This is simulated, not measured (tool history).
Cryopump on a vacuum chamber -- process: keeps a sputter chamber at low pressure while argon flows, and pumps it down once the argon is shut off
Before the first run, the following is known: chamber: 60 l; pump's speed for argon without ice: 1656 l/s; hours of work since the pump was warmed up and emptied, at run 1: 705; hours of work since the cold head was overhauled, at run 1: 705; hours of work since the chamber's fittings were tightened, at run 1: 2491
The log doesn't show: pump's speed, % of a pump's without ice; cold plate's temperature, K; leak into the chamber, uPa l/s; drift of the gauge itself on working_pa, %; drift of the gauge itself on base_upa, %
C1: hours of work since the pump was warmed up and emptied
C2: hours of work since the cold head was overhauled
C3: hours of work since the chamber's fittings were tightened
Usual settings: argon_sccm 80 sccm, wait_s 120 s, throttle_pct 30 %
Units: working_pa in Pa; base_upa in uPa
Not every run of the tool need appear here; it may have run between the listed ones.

run 1 hour=0.0 | argon_sccm=80 wait_s=120 throttle_pct=30 | C1=705 C2=705 C3=2491 | working_pa=0.2907 base_upa=2.12
run 2 hour=41.9 | argon_sccm=80 wait_s=120 throttle_pct=30 | C1=729 C2=729 C3=2515 | working_pa=0.2915 base_upa=2.15
run 3 hour=94.6 | argon_sccm=80 wait_s=151 throttle_pct=30 | C1=759 C2=759 C3=2545 | working_pa=0.2936 base_upa=2.02
run 4 hour=131.3 | argon_sccm=80 wait_s=151 throttle_pct=30 | C1=780 C2=780 C3=2566 | working_pa=0.2939 base_upa=2.10
run 5 hour=174.3 | argon_sccm=80 wait_s=151 throttle_pct=30 | C1=804 C2=804 C3=2590 | working_pa=0.2913 base_upa=2.08
run 6 hour=219.3 | argon_sccm=128 wait_s=151 throttle_pct=30 | C1=830 C2=830 C3=2616 | working_pa=0.4730 base_upa=2.15
run 7 hour=249.6 | argon_sccm=128 wait_s=151 throttle_pct=30 | C1=847 C2=847 C3=2633 | working_pa=0.4689 base_upa=2.21
run 8 hour=299.4 | argon_sccm=80 wait_s=120 throttle_pct=30 | C1=876 C2=876 C3=2661 | working_pa=0.2971 base_upa=2.36
run 9 hour=326.9 | argon_sccm=80 wait_s=120 throttle_pct=30 | C1=891 C2=891 C3=2677 | working_pa=0.2986 base_upa=2.35
run 10 hour=362.6 | argon_sccm=80 wait_s=120 throttle_pct=30 | C1=912 C2=912 C3=2697 | working_pa=0.2972 base_upa=2.40
-- hour=379.7 pump warmed up, emptied and cooled again
run 11 hour=408.9 | argon_sccm=80 wait_s=120 throttle_pct=30 | C1=17 C2=935 C3=2721 | working_pa=0.2747 base_upa=1.90
run 12 hour=433.5 | argon_sccm=80 wait_s=120 throttle_pct=30 | C1=31 C2=949 C3=2735 | working_pa=0.2739 base_upa=1.92
run 13 hour=488.5 | argon_sccm=95 wait_s=36 throttle_pct=16 | C1=62 C2=981 C3=2766 | working_pa=0.6093 base_upa=3.15
run 14 hour=538.4 | argon_sccm=95 wait_s=36 throttle_pct=16 | C1=90 C2=1009 C3=2795 | working_pa=0.6102 base_upa=3.34
run 15 hour=573.3 | argon_sccm=95 wait_s=36 throttle_pct=16 | C1=110 C2=1029 C3=2815 | working_pa=0.6114 base_upa=3.35
run 16 hour=620.6 | argon_sccm=80 wait_s=127 throttle_pct=30 | C1=137 C2=1056 C3=2842 | working_pa=0.2774 base_upa=2.00

Run 17 has not been measured yet. What should we expect?
run 17 hour=651.0 | argon_sccm=41 wait_s=89 throttle_pct=57 | C1=155 C2=1073 C3=2859 | working_pa=? base_upa=?

{"run 17": {"working_pa": 0.0757, "base_upa": 2.28}}
Minus the tool's unlogged condition, the same run would have read working_pa 0.0732 Pa, base_upa 0.91 uPa.
